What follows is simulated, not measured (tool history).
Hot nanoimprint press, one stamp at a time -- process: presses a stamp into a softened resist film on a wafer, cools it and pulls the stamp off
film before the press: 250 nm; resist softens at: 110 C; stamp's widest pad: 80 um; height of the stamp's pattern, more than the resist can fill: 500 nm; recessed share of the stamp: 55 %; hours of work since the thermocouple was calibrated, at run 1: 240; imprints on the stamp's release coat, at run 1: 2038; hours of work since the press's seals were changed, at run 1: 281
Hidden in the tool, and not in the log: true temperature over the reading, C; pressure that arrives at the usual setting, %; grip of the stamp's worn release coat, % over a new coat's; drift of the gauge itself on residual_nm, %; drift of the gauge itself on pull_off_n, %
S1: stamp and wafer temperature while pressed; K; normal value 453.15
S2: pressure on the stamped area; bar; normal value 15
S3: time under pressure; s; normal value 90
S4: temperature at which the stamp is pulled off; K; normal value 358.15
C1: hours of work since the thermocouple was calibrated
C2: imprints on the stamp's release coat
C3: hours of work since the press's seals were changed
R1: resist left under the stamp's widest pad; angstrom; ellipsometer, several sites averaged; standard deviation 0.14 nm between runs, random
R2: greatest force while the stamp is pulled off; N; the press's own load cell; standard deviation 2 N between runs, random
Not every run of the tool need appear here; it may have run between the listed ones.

run,hour,S1,S2,S3,S4,C1,C2,C3,R1,R2
1,0,453.15,15,90,358.15,240,2038,281,966,231
2,12.4,453.15,15,90,358.15,248,2082,288,966,235
3,32.6,453.15,15,90,358.15,261,2156,301,967,229
4,48.6,453.15,15,46,358.15,271,2213,311,1241,232
5,69.6,453.15,15,90,358.15,284,2290,324,964,236
# hour 78.5: stamp cleaned and given a new release coat
6,91.3,453.15,15,90,358.15,294,46,334,966,231
7,107.4,463.15,15,90,358.15,304,105,345,663,231
8,116.5,453.15,15,90,358.15,310,137,350,965,230
9,134,453.15,15,90,358.15,321,201,361,967,234
# hour 149.5: plate thermocouple calibrated
10,154.4,453.15,10.3,90,358.15,3,264,372,1151,233
11,170.7,453.15,10.3,90,358.15,13,323,383,1154,232
12,182,453.15,10.3,90,358.15,21,364,390,1151,232
13,194.2,453.15,10.3,90,358.15,28,408,397,1153,233
14,207.3,453.15,15,90,358.15,36,455,406,966,233

Estimate the outcome of run 15 from the log above:
15,220.3,453.15,15,90,358.15,45,502,414,?,?

For run 15 the tool returned R1 963 angstrom, R2 233 N.
Without the tool's hidden state the same run would have given R1 963 angstrom, R2 232 N.
